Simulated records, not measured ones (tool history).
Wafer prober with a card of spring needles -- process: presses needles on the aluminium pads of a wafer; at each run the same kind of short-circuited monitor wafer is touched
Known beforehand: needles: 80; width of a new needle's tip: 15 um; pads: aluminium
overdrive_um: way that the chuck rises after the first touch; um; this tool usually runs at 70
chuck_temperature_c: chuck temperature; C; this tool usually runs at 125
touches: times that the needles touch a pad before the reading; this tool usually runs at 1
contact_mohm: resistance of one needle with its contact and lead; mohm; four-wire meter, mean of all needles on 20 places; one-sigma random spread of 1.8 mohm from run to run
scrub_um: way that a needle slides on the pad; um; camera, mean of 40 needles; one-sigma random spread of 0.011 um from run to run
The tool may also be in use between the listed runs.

Run 1, hour 0.0: usual settings. Result: contact_mohm 241 mohm, scrub_um 12.17 um.
At hour 3.2: tips cleaned on abrasive film.
At hour 15.8: tips cleaned on abrasive film.
At hour 28.4: tips cleaned on abrasive film.
At hour 44.0: tips cleaned on abrasive film.
At hour 56.6: tips cleaned on abrasive film.
At hour 69.2: tips cleaned on abrasive film.
Run 2, hour 74.5: usual settings. Result: contact_mohm 227 mohm, scrub_um 12.07 um.
At hour 83.9: tips cleaned on abrasive film.
At hour 96.5: tips cleaned on abrasive film.
At hour 112.2: tips cleaned on abrasive film.
At hour 127.9: tips cleaned on abrasive film.
At hour 134.4: height of the first contact set anew.
At hour 143.9: tips cleaned on abrasive film.
At hour 156.4: tips cleaned on abrasive film.
Run 3, hour 156.7: usual settings. Result: contact_mohm 194 mohm, scrub_um 12.18 um.
At hour 169.3: tips cleaned on abrasive film.
At hour 181.8: tips cleaned on abrasive film.
At hour 197.5: tips cleaned on abrasive film.
At hour 210.1: tips cleaned on abrasive film.
At hour 225.8: tips cleaned on abrasive film.
Run 4, hour 235.2: usual settings. Result: contact_mohm 241 mohm, scrub_um 12.09 um.
At hour 238.4: tips cleaned on abrasive film.
At hour 254.1: tips cleaned on abrasive film.
At hour 266.6: tips cleaned on abrasive film.
At hour 282.3: tips cleaned on abrasive film.
At hour 298.0: tips cleaned on abrasive film.
Run 5, hour 306.7: usual settings. Result: contact_mohm 241 mohm, scrub_um 12.04 um.
At hour 313.0: tips cleaned on abrasive film.
At hour 325.6: tips cleaned on abrasive film.
At hour 335.3: height of the first contact set anew.
At hour 341.6: tips cleaned on abrasive film.
At hour 357.3: tips cleaned on abrasive film.
At hour 369.9: tips cleaned on abrasive film.
Run 6, hour 374.3: usual settings. Result: contact_mohm 222 mohm, scrub_um 12.17 um.
At hour 383.7: tips cleaned on abrasive film.
At hour 396.3: tips cleaned on abrasive film.
At hour 408.9: tips cleaned on abrasive film.
Run 7, hour 418.1: usual settings. Result: contact_mohm 241 mohm, scrub_um 12.14 um.
At hour 424.4: tips cleaned on abrasive film.
At hour 437.0: tips cleaned on abrasive film.
At hour 452.7: tips cleaned on abrasive film.
Run 8, hour 453.9: usual settings. Result: contact_mohm 207 mohm, scrub_um 12.09 um.
At hour 466.4: tips cleaned on abrasive film.
At hour 482.1: tips cleaned on abrasive film.
At hour 494.7: tips cleaned on abrasive film.
Run 9, hour 506.7: usual settings. Result: contact_mohm 249 mohm, scrub_um 12.03 um.
At hour 510.0: tips cleaned on abrasive film.
At hour 525.6: tips cleaned on abrasive film.
At hour 535.3: height of the first contact set anew.
At hour 541.6: tips cleaned on abrasive film.
Run 10, hour 552.1: usual settings. Result: contact_mohm 250 mohm, scrub_um 12.20 um.
At hour 555.3: tips cleaned on abrasive film.
At hour 567.9: tips cleaned on abrasive film.
At hour 580.5: tips cleaned on abrasive film.
At hour 596.2: tips cleaned on abrasive film.
At hour 608.7: tips cleaned on abrasive film.
At hour 624.4: tips cleaned on abrasive film.
Run 11, hour 635.1: usual settings. Result: contact_mohm 248 mohm, scrub_um 12.12 um.
At hour 638.3: tips cleaned on abrasive film.
At hour 650.9: tips cleaned on abrasive film.
At hour 666.5: tips cleaned on abrasive film.
At hour 679.1: tips cleaned on abrasive film.
Run 12, hour 691.6: usual settings but overdrive_um 64 um. Result: contact_mohm 262 mohm, scrub_um 11.03 um.
At hour 694.8: tips cleaned on abrasive film.
At hour 710.5: tips cleaned on abrasive film.
At hour 726.2: tips cleaned on abrasive film.
Run 13, hour 731.7: usual settings but overdrive_um 64 um. Result: contact_mohm 242 mohm, scrub_um 10.97 um.
At hour 735.1: height of the first contact set anew.
At hour 741.4: tips cleaned on abrasive film.
At hour 754.0: tips cleaned on abrasive film.
At hour 769.7: tips cleaned on abrasive film.
At hour 785.4: tips cleaned on abrasive film.
Run 14, hour 790.1: usual settings but overdrive_um 64 um. Result: contact_mohm 236 mohm, scrub_um 11.14 um.
At hour 799.6: tips cleaned on abrasive film.
At hour 812.1: tips cleaned on abrasive film.
At hour 824.7: tips cleaned on abrasive film.
At hour 840.4: tips cleaned on abrasive film.
At hour 856.1: tips cleaned on abrasive film.
Run 15, hour 860.2: usual settings but overdrive_um 84 um, chuck_temperature_c 71 C, touches 3. Result: contact_mohm 184 mohm, scrub_um 14.55 um.
At hour 869.7: tips cleaned on abrasive film.
At hour 882.3: tips cleaned on abrasive film.
At hour 897.9: tips cleaned on abrasive film.
At hour 913.6: tips cleaned on abrasive film.
Run 16, hour 923.4: usual settings. Result: contact_mohm 250 mohm, scrub_um 12.04 um.
At hour 926.6: tips cleaned on abrasive film.
At hour 936.3: height of the first contact set anew.
At hour 942.6: tips cleaned on abrasive film.
At hour 958.3: tips cleaned on abrasive film.
Run 17, hour 964.9: usual settings but overdrive_um 76 um, touches 2. Result: contact_mohm 217 mohm, scrub_um 13.23 um.
At hour 971.2: tips cleaned on abrasive film.
At hour 986.9: tips cleaned on abrasive film.
At hour 1002.6: tips cleaned on abrasive film.
Run 18, hour 1012.8: usual settings but overdrive_um 57 um, chuck_temperature_c 96 C, touches 2. Result: contact_mohm 243 mohm, scrub_um 9.87 um.
At hour 1016.0: tips cleaned on abrasive film.
At hour 1028.6: tips cleaned on abrasive film.
At hour 1044.2: tips cleaned on abrasive film.
At hour 1056.8: tips cleaned on abrasive film.
At hour 1072.5: tips cleaned on abrasive film.
At hour 1085.1: tips cleaned on abrasive film.
Run 19, hour 1093.3: usual settings but overdrive_um 61 um, chuck_temperature_c 27 C, touches 2. Result: contact_mohm 219 mohm, scrub_um 10.50 um.
At hour 1099.7: tips cleaned on abrasive film.
At hour 1115.4: tips cleaned on abrasive film.
At hour 1131.0: tips cleaned on abrasive film.
Run 20, hour 1135.3: usual settings but overdrive_um 61 um, chuck_temperature_c 41 C, touches 2. Result: contact_mohm 217 mohm, scrub_um 10.45 um.
At hour 1138.7: height of the first contact set anew.
At hour 1145.0: tips cleaned on abrasive film.
At hour 1160.7: tips cleaned on abrasive film.
At hour 1176.4: tips cleaned on abrasive film.
Run 21, hour 1180.1: usual settings but overdrive_um 52 um, chuck_temperature_c 26 C, touches 2. Result: contact_mohm 222 mohm, scrub_um 9.00 um.
At hour 1189.6: tips cleaned on abrasive film.
At hour 1205.3: tips cleaned on abrasive film.
At hour 1220.9: tips cleaned on abrasive film.
At hour 1236.6: tips cleaned on abrasive film.
At hour 1249.2: tips cleaned on abrasive film.
At hour 1264.9: tips cleaned on abrasive film.
Run 22, hour 1267.8: usual settings but overdrive_um 52 um, chuck_temperature_c 26 C, touches 2. Result: contact_mohm 217 mohm, scrub_um 8.93 um.
At hour 1280.3: tips cleaned on abrasive film.
At hour 1292.9: tips cleaned on abrasive film.
At hour 1308.6: tips cleaned on abrasive film.
Run 23, hour 1312.1: usual settings but overdrive_um 52 um, chuck_temperature_c 26 C, touches 2. Result: contact_mohm 221 mohm, scrub_um 8.91 um.
At hour 1321.5: tips cleaned on abrasive film.
At hour 1334.1: tips cleaned on abrasive film.
At hour 1340.6: height of the first contact set anew.
At hour 1347.0: tips cleaned on abrasive film.
At hour 1362.6: tips cleaned on abrasive film.
Run 24, hour 1372.1: usual settings but overdrive_um 52 um, chuck_temperature_c 26 C, touches 2. Result: contact_mohm 246 mohm, scrub_um 9.05 um.

Each run again, without the hidden state but with its own random variation kept:
Hidden conditions of the tool in this case: debris on the tips, nm; way that the needles fall short of the set height, um; tips' diameter, um; drift of the gauge itself on contact_mohm, %; drift of the gauge itself on scrub_um, %.
run  contact_mohm  scrub_um
  1           186     12.22
  2           184     12.20
  3           187     12.21
  4           186     12.20
  5           184     12.21
  6           183     12.21
  7           185     12.21
  8           187     12.21
  9           186     12.19
 10           190     12.21
 11           186     12.21
 12           187     11.16
 13           184     11.15
 14           186     11.18
 15           171     14.65
 16           187     12.19
 17           186     13.26
 18           184      9.93
 19           167     10.63
 20           173     10.63
 21           168      9.05
 22           169      9.05
 23           172      9.06
 24           168      9.08
